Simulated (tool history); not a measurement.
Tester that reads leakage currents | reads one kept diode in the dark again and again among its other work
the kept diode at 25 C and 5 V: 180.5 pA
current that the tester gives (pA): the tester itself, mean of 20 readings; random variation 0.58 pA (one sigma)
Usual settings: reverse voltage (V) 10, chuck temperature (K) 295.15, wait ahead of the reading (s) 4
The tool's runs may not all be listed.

run	day	reverse voltage (V)	chuck temperature (K)	wait ahead of the reading (s)	current that the tester gives (pA)
1	0	10	295.15	4	208.16
2	3.267	10	311.15	4	749.84
3	7.271	10	311.15	4	749.56
4	13.042	10	311.15	4	747.78
5	18.05	10	295.15	4	210.27
6	21.133	10	295.15	4	209.88
7	28	10	295.15	4	210.97
8	31.358	10	295.15	4	210.37
9	34.608	10	295.15	4	210.59
10	41.212	10	295.15	4	211.81
# day 45.162: probe card cleaned and baked
11	47.042	10	295.15	4	182.86
# day 48.183: chuck's temperature calibrated
12	52.108	10	295.15	3.2	181.85
13	57.579	10	295.15	3.2	182.2
14	62.1	2	294.15	4	76.4
15	67.717	1.2	305.15	4	154.57
16	71.571	1.1	305.15	4	147.47
17	78.121	1.1	305.15	4	147.76
# day 79.862: tester calibrated
# day 81.496: chuck's temperature calibrated, once more
18	82.017	13.7	301.15	0.74	387.59
19	84.871	2.2	308.15	0.33	284.09
20	89.567	2.2	308.15	0.33	283.64
21	95.354	2.2	308.15	4.68	280.71
22	99.433	2.2	308.15	4.68	280.11
23	103.496	2.2	308.15	4.68	281.32
24	108.533	10	326.15	4	2354.49
25	112.825	4.5	311.15	0.41	510.4

Forecast each of these 3 alternatives for the next run:
A	116.404	3.9	308.15	1.81	?
B	116.404	4.5	311.15	0.74	?
C	116.404	4	301.15	0.98	?

run	current that the tester gives (pA)
A	370.36
B	505.27
C	211.45
Without the tool's hidden state the same runs would have given:
run	current that the tester gives (pA)
A	374.43
B	511.56
C	211.88

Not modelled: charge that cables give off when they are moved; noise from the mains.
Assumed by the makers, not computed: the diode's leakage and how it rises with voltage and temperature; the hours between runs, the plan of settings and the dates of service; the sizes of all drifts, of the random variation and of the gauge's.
